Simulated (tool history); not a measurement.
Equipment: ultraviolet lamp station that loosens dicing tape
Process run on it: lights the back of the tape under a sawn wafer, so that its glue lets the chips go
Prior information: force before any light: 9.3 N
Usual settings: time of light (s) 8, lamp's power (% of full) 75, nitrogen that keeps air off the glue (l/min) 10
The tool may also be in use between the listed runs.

run   hour  time of light (s)  lamp's power (% of full)  nitrogen that keeps air off the glue (l/min)  force that peels the tape off (N)  light that reached the tape (mJ/cm2)
  1    0.0                  8                        75                                            10                              1.077                                   380
  2   29.6                  8                        75                                            10                              1.100                                   378
      46.8  -- window cleaned of glue's vapour
  3   66.6                  8                        75                                            11                              1.078                                   368
  4   99.5                  8                        75                                            10                              1.171                                   362
     119.4  -- window cleaned of glue's vapour, once more
  5  138.7                  8                        91                                            10                              0.734                                   460
  6  176.6                  8                        91                                            10                              0.755                                   457
  7  210.8                  8                        75                                            10                              1.135                                   377
  8  248.7                  8                        75                                            10                              1.195                                   372
  9  285.5                  8                        75                                            10                              1.211                                   370
 10  305.8                  8                        83                                            10                              0.972                                   402
 11  324.0                  8                        84                                            10                              0.970                                   415
 12  350.2                  8                        84                                            10                              0.983                                   403
 13  387.1                 13                        75                                            10                              0.427                                   586
 14  408.4                 13                        75                                            10                              0.432                                   579
 15  439.0                 13                        75                                            10                              0.427                                   574
 16  469.3                  8                        93                                             4                              1.754                                   438
 17  500.3                  8                        65                                            10                              1.633                                   306
 18  536.4                  5                        72                                            15                              2.315                                   202
 19  570.3                  7                        72                                            10                              1.746                                   285
 20  609.4                  7                        72                                            10                              1.775                                   287
     625.2  -- window cleaned of glue's vapour
 21  645.4                  7                        72                                            10                              1.618                                   299
 22  667.8                  7                        72                                            10                              1.691                                   295
 23  690.0                  6                        72                                            10                              2.211                                   251
 24  712.9                  6                        72                                            10                              2.178                                   252
 25  733.4                  5                        72                                            10                              2.798                                   211
 26  771.5                  6                        62                                             8                              2.990                                   208
 27  810.1                  6                        62                                             8                              3.003                                   210
 28  832.1                  6                        62                                             8                              3.074                                   208

Pick out some run-to-run changes in force that peels the tape off (N). Of each, how much would a tool without hidden state show as well, from the settings, what came in and chance, and how much is left for the hidden state and any gauge scatter not in both results compared?
The hidden state here: lamp's light, % of a new lamp's; light that the window lets through, % of a clean one's; drift of the gauge itself on peel_n, %; drift of the gauge itself on dose_mj_cm2, %.
Run 12 -> 13: time of light (s) 8 -> 13, lamp's power (% of full) 84 -> 75. force that peels the tape off (N) -0.556: hidden state -0.192, all else -0.364.
Run 15 -> 16: time of light (s) 13 -> 8, lamp's power (% of full) 75 -> 93, nitrogen that keeps air off the glue (l/min) 10 -> 4. force that peels the tape off (N) +1.327: hidden state +0.424, all else +0.903.
Run 17 -> 18: time of light (s) 8 -> 5, lamp's power (% of full) 65 -> 72, nitrogen that keeps air off the glue (l/min) 10 -> 15. force that peels the tape off (N) +0.682: hidden state +0.145, all else +0.537.
